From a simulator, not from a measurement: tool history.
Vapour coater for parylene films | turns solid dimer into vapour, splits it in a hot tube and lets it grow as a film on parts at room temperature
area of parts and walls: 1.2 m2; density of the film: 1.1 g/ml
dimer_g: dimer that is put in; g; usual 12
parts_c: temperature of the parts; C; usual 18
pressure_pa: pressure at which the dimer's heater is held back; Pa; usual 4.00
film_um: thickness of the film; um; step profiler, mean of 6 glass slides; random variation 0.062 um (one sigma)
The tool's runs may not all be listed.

Run 1, day 0.000: usual settings. Result: film_um 7.34 um.
Run 2, day 2.796: usual settings. Result: film_um 7.25 um.
At day 4.854: trap's valve overhauled.
Run 3, day 6.417: usual settings. Result: film_um 7.41 um.
Run 4, day 9.883: usual settings. Result: film_um 7.37 um.
Run 5, day 12.642: usual settings. Result: film_um 7.20 um.
Run 6, day 16.146: usual settings. Result: film_um 7.42 um.
Run 7, day 18.025: usual settings. Result: film_um 7.30 um.
Run 8, day 20.917: usual settings. Result: film_um 7.35 um.
Run 9, day 22.408: usual settings. Result: film_um 7.32 um.
Run 10, day 24.467: usual settings. Result: film_um 7.36 um.
At day 25.400: trap's valve overhauled.
Run 11, day 26.108: usual settings. Result: film_um 7.32 um.
Run 12, day 29.371: usual settings. Result: film_um 7.32 um.
Run 13, day 30.821: usual settings but dimer_g 7 g. Result: film_um 4.22 um.
Run 14, day 33.775: usual settings but dimer_g 7 g. Result: film_um 4.31 um.
Run 15, day 36.000: usual settings but dimer_g 7 g. Result: film_um 4.27 um.
Run 16, day 39.421: usual settings but dimer_g 7 g. Result: film_um 4.27 um.
Run 17, day 42.054: usual settings but dimer_g 7 g. Result: film_um 4.26 um.
Run 18, day 43.946: usual settings but parts_c 10 C. Result: film_um 8.82 um.
At day 45.896: trap's valve overhauled.
Run 19, day 47.454: usual settings but parts_c 10 C. Result: film_um 8.91 um.
At day 49.242: table's thermometer calibrated.
Run 20, day 50.692: usual settings but parts_c 10 C. Result: film_um 9.01 um.
Run 21, day 53.483: usual settings but dimer_g 7 g, parts_c 21 C, pressure_pa 8.03 Pa. Result: film_um 3.19 um.
Run 22, day 55.242: usual settings but parts_c 21 C, pressure_pa 3.48 Pa. Result: film_um 6.54 um.
Run 23, day 58.042: usual settings but pressure_pa 4.16 Pa. Result: film_um 7.20 um.
Run 24, day 61.067: usual settings but parts_c 22 C, pressure_pa 2.76 Pa. Result: film_um 6.58 um.
Run 25, day 63.708: usual settings but dimer_g 15 g, parts_c 21 C, pressure_pa 2.59 Pa. Result: film_um 8.62 um.
At day 66.492: trap's valve overhauled.
Run 26, day 66.829: usual settings but dimer_g 15 g, parts_c 21 C, pressure_pa 2.59 Pa. Result: film_um 8.98 um.
Run 27, day 69.008: usual settings but dimer_g 15 g, parts_c 22 C, pressure_pa 5.78 Pa. Result: film_um 6.98 um.
Run 28, day 72.021: usual settings but dimer_g 11 g, parts_c 27 C, pressure_pa 2.52 Pa. Result: film_um 5.03 um.
Run 29, day 73.746: usual settings but dimer_g 9 g, parts_c 19 C, pressure_pa 8.06 Pa. Result: film_um 4.44 um.
Run 30, day 75.575: usual settings but dimer_g 9 g, parts_c 19 C, pressure_pa 8.06 Pa. Result: film_um 4.46 um.
Run 31, day 77.379: usual settings but dimer_g 19 g, parts_c 14 C, pressure_pa 2.32 Pa. Result: film_um 14.07 um.
Run 32, day 80.575: usual settings but dimer_g 8 g, parts_c 14 C, pressure_pa 10.56 Pa. Result: film_um 4.60 um.
Run 33, day 83.862: usual settings but dimer_g 6 g, parts_c 14 C, pressure_pa 4.56 Pa. Result: film_um 4.17 um.
Run 34, day 85.562: usual settings but dimer_g 6 g, parts_c 30 C, pressure_pa 2.93 Pa. Result: film_um 2.27 um.
At day 87.117: trap's valve overhauled.
Run 35, day 88.012: usual settings but dimer_g 6 g, parts_c 30 C, pressure_pa 2.93 Pa. Result: film_um 2.31 um.
Run 36, day 91.075: usual settings but dimer_g 13 g, pressure_pa 9.62 Pa. Result: film_um 6.51 um.
Run 37, day 93.188: usual settings but dimer_g 13 g, pressure_pa 10.73 Pa. Result: film_um 6.21 um.

4 ways to go on from here, each from the tool as it stands after run 37. What would each give?
Run A, day 95.508: usual settings but dimer_g 11 g, parts_c 14 C, pressure_pa 10.73 Pa. Result: film_um ?.
Run B, day 95.508: usual settings but dimer_g 9 g, parts_c 22 C. Result: film_um ?.
Run C, day 95.508: usual settings but dimer_g 15 g, pressure_pa 10.73 Pa. Result: film_um ?.
Run D, day 95.508: usual settings but dimer_g 18 g, pressure_pa 3.30 Pa. Result: film_um ?.

run  film_um
  A     6.39
  B     4.60
  C     7.30
  D    11.35
Without the tool's hidden state the same runs would have given:
run  film_um
  A     6.40
  B     4.61
  C     7.31
  D    11.37
